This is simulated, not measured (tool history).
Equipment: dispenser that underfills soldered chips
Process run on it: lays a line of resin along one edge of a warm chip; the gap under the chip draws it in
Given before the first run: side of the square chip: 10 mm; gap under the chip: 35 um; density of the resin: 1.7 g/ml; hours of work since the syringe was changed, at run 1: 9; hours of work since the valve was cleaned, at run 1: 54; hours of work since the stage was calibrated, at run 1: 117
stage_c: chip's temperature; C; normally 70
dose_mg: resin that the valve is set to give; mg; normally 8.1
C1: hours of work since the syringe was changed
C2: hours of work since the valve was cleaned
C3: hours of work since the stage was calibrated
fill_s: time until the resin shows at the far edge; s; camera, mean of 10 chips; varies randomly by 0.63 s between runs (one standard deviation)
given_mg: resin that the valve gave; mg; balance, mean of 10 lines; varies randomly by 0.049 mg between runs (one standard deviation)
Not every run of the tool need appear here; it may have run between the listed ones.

Run 1, hour 0: usual settings; C1 9; C2 54; C3 117. Result: fill_s 98.7 s, given_mg 7.89 mg.
At hour 5.7: new syringe of resin.
Run 2, hour 10.9: usual settings but stage_c 71 C; C1 3; C2 60; C3 124. Result: fill_s 63.9 s, given_mg 7.95 mg.
Run 3, hour 21.2: usual settings but stage_c 64 C; C1 9; C2 66; C3 130. Result: fill_s 130.7 s, given_mg 7.96 mg.
At hour 25.9: new syringe of resin.
Run 4, hour 31.4: usual settings but stage_c 64 C; C1 3; C2 72; C3 136. Result: fill_s 90.6 s, given_mg 7.8 mg.
Run 5, hour 42: usual settings but stage_c 64 C; C1 10; C2 79; C3 142. Result: fill_s 136 s, given_mg 7.85 mg.
At hour 46.2: new syringe of resin.
Run 6, hour 51.7: usual settings but stage_c 64 C; C1 3; C2 85; C3 148. Result: fill_s 88.3 s, given_mg 7.86 mg.
Run 7, hour 57.9: usual settings but stage_c 64 C; C1 7; C2 88; C3 152. Result: fill_s 114.5 s, given_mg 7.79 mg.
Run 8, hour 64.4: usual settings but stage_c 83 C; C1 11; C2 92; C3 156. Result: fill_s 67.1 s, given_mg 7.82 mg.
At hour 66.3: new syringe of resin.
Run 9, hour 76.6: usual settings but stage_c 83 C, dose_mg 9.62 mg; C1 6; C2 100; C3 163. Result: fill_s 47.6 s, given_mg 9.26 mg.
Run 10, hour 81.5: usual settings but stage_c 83 C, dose_mg 9.62 mg; C1 9; C2 103; C3 166. Result: fill_s 58.4 s, given_mg 9.21 mg.
At hour 86.6: new syringe of resin.
Run 11, hour 88.6: usual settings but stage_c 83 C, dose_mg 9.62 mg; C1 1; C2 107; C3 170. Result: fill_s 33.4 s, given_mg 9.09 mg.
Run 12, hour 98.4: usual settings; C1 7; C2 113; C3 176. Result: fill_s 89.7 s, given_mg 7.76 mg.
At hour 101: dispensing valve cleaned and set on the balance.
At hour 107.6: new syringe of resin.
Run 13, hour 108.9: usual settings; C1 1; C2 5; C3 182. Result: fill_s 58.4 s, given_mg 8.1 mg.
Run 14, hour 116.5: usual settings; C1 5; C2 9; C3 186. Result: fill_s 80.4 s, given_mg 8.06 mg.
Run 15, hour 121.8: usual settings; C1 9; C2 12; C3 190. Result: fill_s 97.8 s, given_mg 8.09 mg.
At hour 127.8: new syringe of resin.
Run 16, hour 131.4: usual settings; C1 2; C2 18; C3 195. Result: fill_s 64.8 s, given_mg 8.06 mg.
Run 17, hour 138.5: usual settings; C1 7; C2 23; C3 200. Result: fill_s 84.6 s, given_mg 8.03 mg.
Run 18, hour 145.4: usual settings; C1 11; C2 27; C3 204. Result: fill_s 111.8 s, given_mg 8.04 mg.
At hour 148.5: new syringe of resin.
Run 19, hour 152.4: usual settings; C1 2; C2 31; C3 208. Result: fill_s 63.4 s, given_mg 8.08 mg.
Run 20, hour 162.3: usual settings but stage_c 62 C, dose_mg 8.07 mg; C1 8; C2 37; C3 214. Result: fill_s 134.1 s, given_mg 7.94 mg.
Run 21, hour 167.7: usual settings but stage_c 63 C, dose_mg 6.96 mg; C1 12; C2 40; C3 217. Result: fill_s 165.6 s, given_mg 6.91 mg.
At hour 168.6: new syringe of resin.
Run 22, hour 173.8: usual settings but stage_c 68 C, dose_mg 6.96 mg; C1 3; C2 44; C3 221. Result: fill_s 77.3 s, given_mg 6.82 mg.
Run 23, hour 182.6: usual settings but stage_c 68 C, dose_mg 6.96 mg; C1 9; C2 49; C3 226. Result: fill_s 110.1 s, given_mg 6.84 mg.
At hour 189.4: new syringe of resin.
Run 24, hour 190.9: usual settings but stage_c 60 C; C1 1; C2 54; C3 231. Result: fill_s 90.7 s, given_mg 8.02 mg.
Run 25, hour 197.8: usual settings but stage_c 72 C, dose_mg 7.34 mg; C1 5; C2 58; C3 235. Result: fill_s 73.6 s, given_mg 7.19 mg.
Run 26, hour 203.5: usual settings but stage_c 83 C, dose_mg 7.47 mg; C1 9; C2 62; C3 239. Result: fill_s 56.3 s, given_mg 7.29 mg.
At hour 209.6: new syringe of resin.
Run 27, hour 210.2: usual settings but stage_c 60 C, dose_mg 8.81 mg; C1 0; C2 66; C3 243. Result: fill_s 85.6 s, given_mg 8.52 mg.
Run 28, hour 222: usual settings but stage_c 68 C, dose_mg 10.3 mg; C1 8; C2 73; C3 250. Result: fill_s 97.8 s, given_mg 9.93 mg.
Run 29, hour 227: usual settings but stage_c 68 C, dose_mg 10.3 mg; C1 11; C2 76; C3 253. Result: fill_s 115.7 s, given_mg 9.98 mg.
At hour 229.9: new syringe of resin.
Run 30, hour 233.1: usual settings but stage_c 68 C, dose_mg 10.3 mg; C1 2; C2 79; C3 257. Result: fill_s 65.8 s, given_mg 10.01 mg.
Run 31, hour 243.5: usual settings but stage_c 68 C, dose_mg 10.3 mg; C1 8; C2 86; C3 263. Result: fill_s 98.8 s, given_mg 9.98 mg.
At hour 249.9: new syringe of resin.
Run 32, hour 253.3: usual settings but stage_c 68 C, dose_mg 10.3 mg; C1 2; C2 91; C3 269. Result: fill_s 66.4 s, given_mg 10 mg.
Run 33, hour 263.2: usual settings but stage_c 68 C, dose_mg 9.71 mg; C1 8; C2 98; C3 275. Result: fill_s 97.5 s, given_mg 9.36 mg.
At hour 269.8: new syringe of resin.
Run 34, hour 272.1: usual settings but stage_c 77 C, dose_mg 8.05 mg; C1 1; C2 103; C3 280. Result: fill_s 45 s, given_mg 7.76 mg.
Run 35, hour 279.2: usual settings but stage_c 77 C, dose_mg 8.05 mg; C1 6; C2 107; C3 284. Result: fill_s 59.6 s, given_mg 7.74 mg.
Run 36, hour 288.8: usual settings but stage_c 77 C, dose_mg 8.05 mg; C1 12; C2 113; C3 290. Result: fill_s 86.8 s, given_mg 7.71 mg.

Run 37 comes next. What will it give?
At hour 290.2: new syringe of resin.
At hour 291.2: dispensing valve cleaned and set on the balance.
Run 37, hour 300.7: usual settings but stage_c 79 C, dose_mg 7.74 mg; C1 6; C2 6; C3 297. Result: fill_s ?, given_mg ?.

{"run 37": {"fill_s": 54.9, "given_mg": 7.76}}
Without the tool's hidden state the same run would have given fill_s 39.9 s, given_mg 7.76 mg.
